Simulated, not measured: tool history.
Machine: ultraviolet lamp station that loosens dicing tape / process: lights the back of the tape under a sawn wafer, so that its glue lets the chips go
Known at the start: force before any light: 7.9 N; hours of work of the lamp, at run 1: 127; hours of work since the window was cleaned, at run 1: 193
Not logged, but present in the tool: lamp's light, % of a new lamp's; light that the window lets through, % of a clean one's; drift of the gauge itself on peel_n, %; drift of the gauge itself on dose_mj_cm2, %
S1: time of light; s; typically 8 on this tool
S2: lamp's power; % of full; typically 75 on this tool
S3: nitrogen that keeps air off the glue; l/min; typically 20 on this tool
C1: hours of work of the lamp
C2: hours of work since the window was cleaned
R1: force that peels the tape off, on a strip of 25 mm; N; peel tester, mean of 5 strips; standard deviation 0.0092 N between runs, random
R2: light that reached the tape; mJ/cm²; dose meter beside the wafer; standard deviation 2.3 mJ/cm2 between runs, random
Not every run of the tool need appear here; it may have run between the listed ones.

run,hour,S1,S2,S3,C1,C2,R1,R2
1,0,8,75,20,127,193,0.468,218
2,34.8,8,75,20,146,211,0.495,211
3,64.6,8,75,20,162,228,0.469,210
4,98.4,8,75,20,181,246,0.509,212
5,123.1,8,75,20,194,259,0.515,209
6,156.2,8,60,20,212,277,0.851,167
7,196.1,8,60,20,234,299,0.89,162
8,220.7,8,72,20,247,312,0.608,195
9,248.3,8,72,20,262,327,0.601,192
10,283.2,8,72,20,281,346,0.625,195
11,323.5,8,75,22,303,368,0.556,196
12,349.3,8,75,22,317,382,0.581,198
13,368.4,8,75,22,327,392,0.591,200
14,388.2,8,75,20,338,403,0.627,188
15,422,8,75,20,356,421,0.616,193
16,445.9,8,75,20,369,434,0.634,191
17,479.8,8,75,18,387,453,0.714,188
18,514.8,8,75,18,406,472,0.697,184
19,554.6,8,75,20,428,493,0.669,183
# hour 571.7: window cleaned of glue's vapour
20,576.3,8,75,20,439,3,0.505,212
21,618.6,8,75,20,462,25,0.515,206
22,660.1,9,89,20,485,48,0.254,269
23,698,9,89,20,505,68,0.251,275
24,736.9,9,89,20,526,89,0.274,267
25,758.8,9,61,20,538,101,0.7,183
26,778.4,9,61,20,549,112,0.702,181
27,807.7,9,81,15,565,128,0.404,241
28,842.6,6,95,36,584,147,0.508,188
29,882.9,5,64,12,605,169,2.237,107
30,919.3,8,69,20,625,188,0.765,181
31,945.2,9,61,14,639,202,0.912,171
32,986.7,9,78,33,662,225,0.352,222
33,1021.6,16,91,6,681,244,0.156,451
34,1056.6,7,94,7,700,263,0.977,204
35,1084.2,13,94,19,714,278,0.128,368
36,1107.6,4,87,27,727,290,1.718,106
37,1148.8,4,87,27,749,313,1.714,109
38,1176.9,5,75,24,765,328,1.676,113
39,1197.1,12,75,28,776,339,0.224,264
40,1221.8,8,75,26,789,352,0.676,174
41,1256.5,10,98,9,808,371,0.379,288

Alternative continuations, all from the tool just after run 41; predict every row:
A,1277.7,9,71,9,819,383,?,?
B,1277.7,14,98,16,819,383,?,?
C,1277.7,7,98,9,819,383,?,?

run,R1,R2
A,1.052,182
B,0.121,402
C,0.908,202
Stripped of hidden state, with their random variation kept, the same runs would have yielded:
run,R1,R2
A,0.556,243
B,0.087,537
C,0.465,269
